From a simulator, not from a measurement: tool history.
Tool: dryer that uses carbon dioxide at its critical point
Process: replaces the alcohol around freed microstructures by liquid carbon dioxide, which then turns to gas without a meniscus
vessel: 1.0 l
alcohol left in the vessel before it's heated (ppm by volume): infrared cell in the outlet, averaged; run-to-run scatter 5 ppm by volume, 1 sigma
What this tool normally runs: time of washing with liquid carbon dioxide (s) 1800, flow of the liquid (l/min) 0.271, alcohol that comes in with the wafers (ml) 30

run	hour	time of washing with liquid carbon dioxide (s)	flow of the liquid (l/min)	alcohol that comes in with the wafers (ml)	alcohol left in the vessel before it's heated (ppm by volume)
1	0	1800	0.271	30	124
2	7.4	1800	0.271	45	151
3	15.2	1800	0.271	45	163
4	21.9	1800	0.271	45	161
5	33.7	1800	0.271	56	207
6	45.5	1800	0.271	56	206
7	59.8	1800	0.271	56	210
8	68.2	1800	0.271	56	216
9	77.4	1800	0.271	30	142
10	92.5	1800	0.271	30	94
11	102.1	1800	0.271	30	86
12	112.9	1800	0.271	30	103
13	125.3	1800	0.271	56	131
14	131.6	1800	0.271	56	152
15	141.7	1800	0.271	26	97
16	152.3	1800	0.271	26	108
17	164.4	1800	0.271	26	109
18	171.9	1800	0.271	26	107
19	178.7	1800	0.271	26	104
20	191.4	1800	0.373	26	71
21	200.5	1320	0.23	40	848
22	209.9	1320	0.23	40	880
23	220.5	1140	0.356	94	507
24	227.8	1500	0.424	115	92
25	240.4	1800	0.41	44	79
26	251.7	1800	0.41	44	65
27	262.2	1800	0.183	76	1362
28	269.4	2400	0.183	30	186
29	279.4	2400	0.183	30	205
30	285.2	2220	0.217	57	206
31	297.3	2220	0.217	93	318
32	303.1	1620	0.271	30	200
33	308.9	1080	0.29	49	1025
34	319.3	1080	0.29	49	1044
35	325.4	1080	0.457	29	134
36	336.2	1140	0.441	29	116

Taken out of this log: 1 entry between the listed runs. Where each belongs, and how the hidden state differs across it:
In the gap between runs 9 and 10: inlet filter changed (hour 88.4)
  flow that reaches the vessel past the clogged filter, %: 86.3 -> 98.9; alcohol in the recycled carbon dioxide, ppm: 56.1 -> 57.3
  measured minus no-state result, alcohol left in the vessel before it's heated (ppm by volume): +103 -> +53
